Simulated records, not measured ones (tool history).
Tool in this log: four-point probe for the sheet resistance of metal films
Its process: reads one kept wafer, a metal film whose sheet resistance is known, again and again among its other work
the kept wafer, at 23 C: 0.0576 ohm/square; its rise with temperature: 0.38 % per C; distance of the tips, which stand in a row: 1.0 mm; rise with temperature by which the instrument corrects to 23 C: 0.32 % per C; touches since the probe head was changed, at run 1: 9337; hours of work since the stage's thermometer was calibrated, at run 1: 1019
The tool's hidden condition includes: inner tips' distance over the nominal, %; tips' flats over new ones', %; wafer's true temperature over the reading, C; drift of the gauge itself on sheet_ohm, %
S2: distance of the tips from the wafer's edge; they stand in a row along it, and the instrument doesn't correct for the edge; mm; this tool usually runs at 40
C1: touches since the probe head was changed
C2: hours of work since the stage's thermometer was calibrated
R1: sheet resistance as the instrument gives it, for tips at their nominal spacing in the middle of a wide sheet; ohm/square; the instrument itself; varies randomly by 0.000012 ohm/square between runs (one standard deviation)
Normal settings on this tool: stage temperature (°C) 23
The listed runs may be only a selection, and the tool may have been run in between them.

Run 1, hour 0.0: usual settings; C1 9337; C2 1019. Result: R1 0.057482 ohm/square.
Run 2, hour 28.2: usual settings; C1 9884; C2 1038. Result: R1 0.057501 ohm/square.
Run 3, hour 60.0: usual settings; C1 10501; C2 1060. Result: R1 0.057471 ohm/square.
Run 4, hour 102.6: usual settings; C1 11326; C2 1089. Result: R1 0.057488 ohm/square.
Run 5, hour 142.5: usual settings; C1 12099; C2 1117. Result: R1 0.057508 ohm/square.
Run 6, hour 181.0: usual settings; C1 12846; C2 1143. Result: R1 0.057503 ohm/square.
Run 7, hour 199.0: usual settings but stage temperature (°C) 20; C1 13195; C2 1156. Result: R1 0.057416 ohm/square.
Run 8, hour 216.7: usual settings but S2 7 mm; C1 13537; C2 1168. Result: R1 0.058134 ohm/square.
Run 9, hour 236.3: usual settings but S2 7 mm; C1 13917; C2 1181. Result: R1 0.058112 ohm/square.
Run 10, hour 263.3: usual settings but S2 7 mm; C1 14441; C2 1200. Result: R1 0.058127 ohm/square.
Run 11, hour 286.9: usual settings but stage temperature (°C) 19, S2 59 mm; C1 14899; C2 1216. Result: R1 0.057355 ohm/square.
Run 12, hour 315.2: usual settings but stage temperature (°C) 19, S2 59 mm; C1 15447; C2 1236. Result: R1 0.057387 ohm/square.
Run 13, hour 351.6: usual settings but stage temperature (°C) 20; C1 16154; C2 1261. Result: R1 0.057422 ohm/square.
Run 14, hour 387.3: usual settings but stage temperature (°C) 20; C1 16845; C2 1285. Result: R1 0.057400 ohm/square.
Run 15, hour 412.9: usual settings but stage temperature (°C) 20; C1 17342; C2 1303. Result: R1 0.057420 ohm/square.
Run 16, hour 440.9: usual settings but stage temperature (°C) 20; C1 17885; C2 1322. Result: R1 0.057431 ohm/square.
Run 17, hour 470.8: usual settings but stage temperature (°C) 19, S2 30 mm; C1 18465; C2 1343. Result: R1 0.057411 ohm/square.
Run 18, hour 510.1: usual settings but stage temperature (°C) 19, S2 30 mm; C1 19226; C2 1370. Result: R1 0.057413 ohm/square.

Alternative continuations, all from the tool just after run 18; predict every row:
Run A, hour 547.0: usual settings but stage temperature (°C) 32, S2 56 mm; C1 19942; C2 1395. Result: R1 ?.
Run B, hour 547.0: usual settings but stage temperature (°C) 26, S2 56 mm; C1 19942; C2 1395. Result: R1 ?.
Run C, hour 547.0: usual settings but stage temperature (°C) 21, S2 8 mm; C1 19942; C2 1395. Result: R1 ?.

run        R1
  A  0.057821
  B  0.057604
  C  0.057939
The same runs, with their run-to-run variation unchanged, on a tool lacking any hidden condition would have given:
run        R1
  A  0.057911
  B  0.057693
  C  0.058027
